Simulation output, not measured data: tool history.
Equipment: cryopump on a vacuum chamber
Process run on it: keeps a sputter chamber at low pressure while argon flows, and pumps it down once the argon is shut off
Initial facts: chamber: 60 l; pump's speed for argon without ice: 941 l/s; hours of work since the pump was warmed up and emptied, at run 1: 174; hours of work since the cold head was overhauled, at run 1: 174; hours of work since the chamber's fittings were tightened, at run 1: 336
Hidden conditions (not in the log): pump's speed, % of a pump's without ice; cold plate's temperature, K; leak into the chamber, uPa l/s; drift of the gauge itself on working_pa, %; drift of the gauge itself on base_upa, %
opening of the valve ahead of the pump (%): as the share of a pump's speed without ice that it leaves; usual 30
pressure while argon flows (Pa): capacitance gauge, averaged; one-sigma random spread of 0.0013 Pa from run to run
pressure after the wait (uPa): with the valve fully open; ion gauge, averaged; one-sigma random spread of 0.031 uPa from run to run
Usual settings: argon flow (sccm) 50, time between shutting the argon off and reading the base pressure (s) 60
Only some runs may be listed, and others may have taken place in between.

run	hour	argon flow (sccm)	time between shutting the argon off and reading the base pressure (s)	opening of the valve ahead of the pump (%)	hours of work since the pump was warmed up and emptied	hours of work since the cold head was overhauled	hours of work since the chamber's fittings were tightened	pressure while argon flows (Pa)	pressure after the wait (uPa)
1	0	50	60	30	174	174	336	0.3043	2.2
2	42	22	60	30	210	210	373	0.1348	2.24
3	79.7	22	60	30	242	242	405	0.1358	2.45
4	104.4	22	60	30	264	264	427	0.1355	2.51
5	126	22	60	30	282	282	445	0.1354	2.51
6	161.3	26	60	30	313	313	476	0.1622	2.61
7	196.1	50	60	20	343	343	506	0.4601	2.66
8	217.4	50	60	20	361	361	524	0.4625	2.74
9	250.6	50	60	20	390	390	553	0.4652	2.95
# hour 276.5: pump warmed up, emptied and cooled again
10	293.6	50	60	20	15	423	586	0.4512	2.69
11	319.4	50	60	20	37	445	608	0.4526	2.72
12	350.2	50	60	18	64	472	634	0.5051	2.8
13	395.3	33	60	30	103	511	673	0.201	2.95
14	426.2	41	60	30	129	537	700	0.2512	3.02
15	469	50	60	30	166	574	737	0.3076	3.08
16	489.6	50	60	30	184	592	755	0.3072	3.07
17	535.6	50	60	30	224	632	795	0.3083	3.26
18	560.1	50	60	30	245	653	816	0.3097	3.24
19	606.3	50	60	30	285	693	856	0.3127	3.41
20	639	50	60	30	313	721	884	0.3115	3.52
21	662.3	39	60	36	333	741	904	0.2055	3.7
22	698.9	40	60	26	365	773	936	0.2901	3.62
23	729	40	60	26	391	799	962	0.2904	3.84
# hour 752.8: pump warmed up, emptied and cooled again
24	760.6	40	60	26	7	822	984	0.2775	3.49
25	789.4	50	60	49	32	846	1009	0.1851	3.63
# hour 819.5: leaking fittings of the chamber tightened, without venting
26	823.3	49	60	53	59	874	3	0.1683	1.66
27	861.8	49	36	54	92	907	37	0.1678	2.53

Run 28, settings as shown, results not yet in. Your forecast:
28	886	50	44	30	113	928	57	?	?

{"run 28": {"pressure while argon flows (Pa)": 0.3036, "pressure after the wait (uPa)": 2.22}}
Were there no unlogged condition in the tool, this run, its random variation unchanged, would have produced pressure while argon flows (Pa) 0.2977, pressure after the wait (uPa) 2.01.
